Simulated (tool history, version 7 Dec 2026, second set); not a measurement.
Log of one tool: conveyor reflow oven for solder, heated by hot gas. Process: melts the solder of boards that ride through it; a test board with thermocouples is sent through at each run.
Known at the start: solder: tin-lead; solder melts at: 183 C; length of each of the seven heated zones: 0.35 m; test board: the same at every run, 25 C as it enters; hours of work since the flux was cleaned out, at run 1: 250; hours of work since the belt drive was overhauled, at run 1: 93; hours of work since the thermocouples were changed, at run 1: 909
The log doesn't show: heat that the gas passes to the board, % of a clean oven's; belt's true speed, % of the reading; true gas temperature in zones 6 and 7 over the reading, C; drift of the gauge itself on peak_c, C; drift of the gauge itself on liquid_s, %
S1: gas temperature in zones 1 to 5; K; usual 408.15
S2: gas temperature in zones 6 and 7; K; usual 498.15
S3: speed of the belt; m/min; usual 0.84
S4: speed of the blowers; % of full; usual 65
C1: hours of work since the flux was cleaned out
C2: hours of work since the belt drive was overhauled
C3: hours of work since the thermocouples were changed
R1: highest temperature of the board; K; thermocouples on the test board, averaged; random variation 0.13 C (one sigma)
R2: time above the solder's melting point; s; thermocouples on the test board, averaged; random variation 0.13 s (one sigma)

{"run": 1, "hour": 0.0, "S1": 408.15, "S2": 498.15, "S3": 0.84, "S4": 65, "C1": 250, "C2": 93, "C3": 909, "R1": 475.65, "R2": 26.2}
{"run": 2, "hour": 32.9, "S1": 408.15, "S2": 498.15, "S3": 0.84, "S4": 65, "C1": 269, "C2": 113, "C3": 928, "R1": 475.75, "R2": 26.1}
{"run": 3, "hour": 63.6, "S1": 408.15, "S2": 499.15, "S3": 0.84, "S4": 65, "C1": 288, "C2": 131, "C3": 947, "R1": 476.15, "R2": 26.6}
{"run": 4, "hour": 103.6, "S1": 408.15, "S2": 499.15, "S3": 0.84, "S4": 65, "C1": 312, "C2": 155, "C3": 971, "R1": 476.45, "R2": 26.3}
{"run": 5, "hour": 145.2, "S1": 408.15, "S2": 498.15, "S3": 0.84, "S4": 65, "C1": 336, "C2": 180, "C3": 995, "R1": 475.35, "R2": 25.7}
{"hour": 152.5, "done": "belt drive overhauled, speed set with a stopwatch"}
{"hour": 181.4, "done": "flux residue cleaned out of gas plates and filters"}
{"run": 6, "hour": 188.9, "S1": 408.15, "S2": 498.15, "S3": 0.84, "S4": 65, "C1": 4, "C2": 19, "C3": 1016, "R1": 477.65, "R2": 28}
{"run": 7, "hour": 221.0, "S1": 408.15, "S2": 498.15, "S3": 0.84, "S4": 65, "C1": 24, "C2": 38, "C3": 1035, "R1": 477.75, "R2": 28.1}
{"run": 8, "hour": 247.4, "S1": 408.15, "S2": 498.15, "S3": 0.84, "S4": 65, "C1": 39, "C2": 54, "C3": 1051, "R1": 477.75, "R2": 28}
{"run": 9, "hour": 282.4, "S1": 408.15, "S2": 498.15, "S3": 0.84, "S4": 65, "C1": 60, "C2": 74, "C3": 1072, "R1": 477.45, "R2": 28.3}
{"hour": 319.7, "done": "belt drive overhauled, speed set with a stopwatch, once more"}
{"run": 10, "hour": 325.0, "S1": 408.15, "S2": 498.15, "S3": 0.84, "S4": 65, "C1": 83, "C2": 3, "C3": 1095, "R1": 476.95, "R2": 27.2}
{"run": 11, "hour": 353.3, "S1": 408.15, "S2": 506.15, "S3": 0.84, "S4": 65, "C1": 100, "C2": 20, "C3": 1112, "R1": 483.35, "R2": 31.9}
{"run": 12, "hour": 373.1, "S1": 408.15, "S2": 506.15, "S3": 0.84, "S4": 65, "C1": 112, "C2": 32, "C3": 1123, "R1": 483.15, "R2": 31.6}
{"run": 13, "hour": 403.2, "S1": 408.15, "S2": 506.15, "S3": 0.84, "S4": 65, "C1": 130, "C2": 50, "C3": 1141, "R1": 483.45, "R2": 31.7}
{"hour": 434.7, "done": "thermocouples of zones 6 and 7 changed"}
{"run": 14, "hour": 439.6, "S1": 408.15, "S2": 498.15, "S3": 0.712, "S4": 89, "C1": 150, "C2": 70, "C3": 3, "R1": 487.05, "R2": 42.8}
{"run": 15, "hour": 459.5, "S1": 408.15, "S2": 498.15, "S3": 0.712, "S4": 89, "C1": 162, "C2": 82, "C3": 15, "R1": 487.35, "R2": 42.8}
{"run": 16, "hour": 495.8, "S1": 408.15, "S2": 498.15, "S3": 0.712, "S4": 89, "C1": 184, "C2": 104, "C3": 36, "R1": 487.15, "R2": 42.7}
{"run": 17, "hour": 517.4, "S1": 408.15, "S2": 498.15, "S3": 0.712, "S4": 89, "C1": 197, "C2": 117, "C3": 49, "R1": 487.25, "R2": 42.7}
{"run": 18, "hour": 553.9, "S1": 408.15, "S2": 498.15, "S3": 0.774, "S4": 89, "C1": 218, "C2": 138, "C3": 71, "R1": 484.75, "R2": 37.6}
{"run": 19, "hour": 576.6, "S1": 405.15, "S2": 512.15, "S3": 0.725, "S4": 84, "C1": 232, "C2": 152, "C3": 85, "R1": 497.35, "R2": 46.1}

Forecast each of these 3 alternatives for the next run:
{"run": "A", "hour": 596.3, "S1": 422.15, "S2": 498.15, "S3": 0.876, "S4": 89, "C1": 244, "C2": 164, "C3": 96, "R1": "?", "R2": "?"}
{"run": "B", "hour": 596.3, "S1": 394.15, "S2": 506.15, "S3": 0.767, "S4": 65, "C1": 244, "C2": 164, "C3": 96, "R1": "?", "R2": "?"}
{"run": "C", "hour": 596.3, "S1": 408.15, "S2": 498.15, "S3": 0.84, "S4": 65, "C1": 244, "C2": 164, "C3": 96, "R1": "?", "R2": "?"}

run=A R1=483.95 R2=35.2
run=B R1=482.05 R2=30.9
run=C R1=475.05 R2=25.4
Without the tool's hidden state the same runs would have given:
run=A R1=485.65 R2=36.4
run=B R1=483.95 R2=32.4
run=C R1=476.75 R2=27.1
